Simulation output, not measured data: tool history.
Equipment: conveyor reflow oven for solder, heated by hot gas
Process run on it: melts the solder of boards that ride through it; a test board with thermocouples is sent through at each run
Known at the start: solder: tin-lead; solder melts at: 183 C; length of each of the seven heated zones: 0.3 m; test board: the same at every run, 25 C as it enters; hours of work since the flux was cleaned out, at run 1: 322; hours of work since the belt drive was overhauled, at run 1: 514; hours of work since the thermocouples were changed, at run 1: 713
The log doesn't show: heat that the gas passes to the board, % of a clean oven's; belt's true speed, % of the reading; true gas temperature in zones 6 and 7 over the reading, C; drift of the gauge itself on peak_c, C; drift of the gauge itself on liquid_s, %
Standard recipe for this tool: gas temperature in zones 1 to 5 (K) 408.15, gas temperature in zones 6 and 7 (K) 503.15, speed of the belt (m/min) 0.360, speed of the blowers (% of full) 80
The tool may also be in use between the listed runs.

| run | hour | gas temperature in zones 1 to 5 (K) | gas temperature in zones 6 and 7 (K) | speed of the belt (m/min) | speed of the blowers (% of full) | hours of work since the flux was cleaned out | hours of work since the belt drive was overhauled | hours of work since the thermocouples were changed | highest temperature of the board (K) | time above the solder's melting point (s) |
|---|---|---|---|---|---|---|---|---|---|---|
| 1 | 0.0 | 408.15 | 503.15 | 0.360 | 80 | 322 | 514 | 713 | 487.05 | 72.0 |
|  | 20.6 | flux residue cleaned out of gas plates and filters |
| 2 | 22.7 | 408.15 | 512.15 | 0.360 | 80 | 2 | 527 | 727 | 496.25 | 80.5 |
| 3 | 41.6 | 408.15 | 503.15 | 0.360 | 80 | 16 | 542 | 741 | 488.15 | 73.3 |
| 4 | 64.7 | 408.15 | 503.15 | 0.360 | 80 | 34 | 560 | 759 | 488.05 | 73.4 |
| 5 | 82.9 | 408.15 | 503.15 | 0.360 | 80 | 49 | 575 | 774 | 488.05 | 73.2 |
| 6 | 102.8 | 408.15 | 503.15 | 0.360 | 80 | 64 | 590 | 789 | 487.75 | 73.1 |
| 7 | 121.9 | 408.15 | 503.15 | 0.360 | 80 | 79 | 605 | 804 | 487.55 | 73.0 |
| 8 | 146.0 | 408.15 | 499.15 | 0.360 | 80 | 98 | 624 | 823 | 484.25 | 69.7 |
| 9 | 160.5 | 408.15 | 499.15 | 0.360 | 80 | 109 | 635 | 834 | 484.25 | 69.3 |
|  | 165.7 | belt drive overhauled, speed set with a stopwatch |
| 10 | 174.5 | 408.15 | 499.15 | 0.360 | 69 | 117 | 7 | 842 | 481.85 | 65.8 |
| 11 | 195.9 | 408.15 | 499.15 | 0.360 | 69 | 134 | 24 | 859 | 481.65 | 65.7 |
| 12 | 207.4 | 411.15 | 503.15 | 0.360 | 80 | 143 | 33 | 868 | 487.95 | 75.3 |
| 13 | 219.1 | 411.15 | 517.15 | 0.360 | 80 | 152 | 42 | 877 | 500.45 | 85.8 |
| 14 | 242.7 | 411.15 | 517.15 | 0.360 | 80 | 171 | 60 | 896 | 500.05 | 85.8 |
| 15 | 261.1 | 411.15 | 517.15 | 0.360 | 80 | 185 | 75 | 910 | 500.25 | 85.7 |
| 16 | 273.6 | 408.15 | 503.15 | 0.312 | 66 | 195 | 84 | 920 | 488.05 | 85.5 |
| 17 | 294.7 | 408.15 | 503.15 | 0.312 | 66 | 211 | 101 | 936 | 487.85 | 85.6 |
|  | 313.7 | belt drive overhauled, speed set with a stopwatch, once more |
| 18 | 317.2 | 408.15 | 503.15 | 0.312 | 66 | 226 | 3 | 951 | 487.35 | 82.1 |
|  | 334.6 | thermocouples of zones 6 and 7 changed |
| 19 | 341.5 | 408.15 | 503.15 | 0.309 | 59 | 243 | 20 | 5 | 488.35 | 83.9 |
| 20 | 364.6 | 408.15 | 506.15 | 0.360 | 80 | 261 | 38 | 23 | 491.75 | 75.5 |
| 21 | 384.9 | 408.15 | 506.15 | 0.360 | 80 | 277 | 54 | 39 | 491.65 | 75.6 |
| 22 | 405.8 | 408.15 | 506.15 | 0.360 | 80 | 294 | 71 | 56 | 491.65 | 75.3 |
| 23 | 418.4 | 412.15 | 503.15 | 0.317 | 86 | 303 | 80 | 66 | 493.55 | 91.3 |

What differs in the tool's unlogged condition from the final listed run ahead of each entry between runs to the first listed run following it?
In the gap between runs 1 and 2: flux residue cleaned out of gas plates and filters (hour 20.6)
  heat that the gas passes to the board, % of a clean oven's: 95.5 -> 99.6; belt's true speed, % of the reading: 98.79 -> 98.76; true gas temperature in zones 6 and 7 over the reading, C: -2.38 -> -2.42
  measured less the result without the state, highest temperature of the board (K): -3.00 -> -1.90; time above the solder's melting point (s): -2.3 -> -0.4
In the gap between runs 9 and 10: belt drive overhauled, speed set with a stopwatch (hour 165.7)
  heat that the gas passes to the board, % of a clean oven's: 98.2 -> 98.1; belt's true speed, % of the reading: 98.49 -> 97.8; true gas temperature in zones 6 and 7 over the reading, C: -2.73 -> -2.75
  measured less the result without the state, highest temperature of the board (K): -2.40 -> -2.20; time above the solder's melting point (s): -1.6 -> -1.0
In the gap between runs 17 and 18: belt drive overhauled, speed set with a stopwatch, once more (hour 313.7)
  heat that the gas passes to the board, % of a clean oven's: 96.9 -> 96.7; belt's true speed, % of the reading: 97.56 -> 100.02; true gas temperature in zones 6 and 7 over the reading, C: -3.02 -> -3.07
  measured less the result without the state, highest temperature of the board (K): -2.80 -> -3.50; time above the solder's melting point (s): -0.8 -> -4.1
In the gap between runs 18 and 19: thermocouples of zones 6 and 7 changed (hour 334.6)
  heat that the gas passes to the board, % of a clean oven's: 96.7 -> 96.5; belt's true speed, % of the reading: 100.02 -> 99.98; true gas temperature in zones 6 and 7 over the reading, C: -3.07 -> -0.01
  measured less the result without the state, highest temperature of the board (K): -3.50 -> -0.70; time above the solder's melting point (s): -4.1 -> -1.2

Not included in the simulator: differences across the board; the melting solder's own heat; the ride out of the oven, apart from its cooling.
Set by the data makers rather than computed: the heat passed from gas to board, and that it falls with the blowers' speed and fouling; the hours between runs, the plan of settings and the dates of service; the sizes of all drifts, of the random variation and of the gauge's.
